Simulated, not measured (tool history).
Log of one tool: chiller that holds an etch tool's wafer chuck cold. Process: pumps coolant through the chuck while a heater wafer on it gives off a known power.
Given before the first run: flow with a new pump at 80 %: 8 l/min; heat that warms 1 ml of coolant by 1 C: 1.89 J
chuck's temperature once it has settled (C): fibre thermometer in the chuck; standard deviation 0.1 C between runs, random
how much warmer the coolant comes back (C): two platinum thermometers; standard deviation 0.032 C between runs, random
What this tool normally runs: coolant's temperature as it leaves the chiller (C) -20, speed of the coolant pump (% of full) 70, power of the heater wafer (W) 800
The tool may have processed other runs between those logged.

run,hour,coolant's temperature as it leaves the chiller (C),speed of the coolant pump (% of full),power of the heater wafer (W),chuck's temperature once it has settled (C),how much warmer the coolant comes back (C)
1,0.0,-20,70,800,-12.1,3.65
2,73.0,-20,70,800,-12.2,3.69
3,127.3,-20,70,800,-12.1,3.67
4,211.6,-20,73,800,-12.2,3.57
5,290.4,-20,70,800,-12.1,3.71
6,330.3,-20,70,800,-12.0,3.66
7,418.0,-20,70,800,-12.2,3.71
8,485.0,-20,70,800,-12.2,3.65
9,559.9,-20,68,800,-11.9,3.83
10,608.8,-20,68,800,-12.0,3.81
11,661.5,-20,100,800,-14.0,2.59
# hour 669.6: chiller's thermometer calibrated
12,750.6,-20,100,800,-14.0,2.57
13,819.8,-20,100,800,-14.0,2.62
# hour 891.0: chiller's thermometer calibrated, once more
14,912.6,-20,70,800,-11.9,3.67
# hour 925.5: coolant changed, channels flushed
15,988.4,-29,70,800,-21.7,3.70
16,1047.1,-29,70,800,-21.6,3.70
17,1090.3,-23,62,800,-14.9,4.18
18,1170.4,-20,70,402,-16.2,1.85
19,1220.6,-20,63,508,-14.8,2.63
20,1302.4,-11,75,508,-6.6,2.21
21,1375.9,-19,95,605,-14.5,2.04
22,1417.3,-18,70,605,-12.4,2.84
23,1485.9,-13,70,605,-7.4,2.80
24,1574.5,-14,70,605,-8.4,2.80
25,1665.9,-23,95,646,-18.4,2.24
26,1740.5,-20,70,1048,-10.4,4.93
27,1838.8,-20,72,800,-12.7,3.62
28,1934.4,-20,72,800,-12.8,3.63
29,2002.9,-20,72,800,-12.8,3.66
30,2043.5,-20,68,606,-14.3,2.89
31,2115.6,-20,68,606,-14.1,2.98
32,2180.5,-23,100,530,-19.1,1.75

Forecast each of these 3 alternatives for the next run:
A,2267.5,-26,70,514,?,?
B,2267.5,-20,70,707,?,?
C,2267.5,-24,70,800,?,?

run,chuck's temperature once it has settled (C),how much warmer the coolant comes back (C)
A,-21.1,2.38
B,-13.5,3.31
C,-16.5,3.76
With no hidden state in the tool, these same runs would have given:
run,chuck's temperature once it has settled (C),how much warmer the coolant comes back (C)
A,-21.3,2.29
B,-13.7,3.19
C,-16.8,3.63

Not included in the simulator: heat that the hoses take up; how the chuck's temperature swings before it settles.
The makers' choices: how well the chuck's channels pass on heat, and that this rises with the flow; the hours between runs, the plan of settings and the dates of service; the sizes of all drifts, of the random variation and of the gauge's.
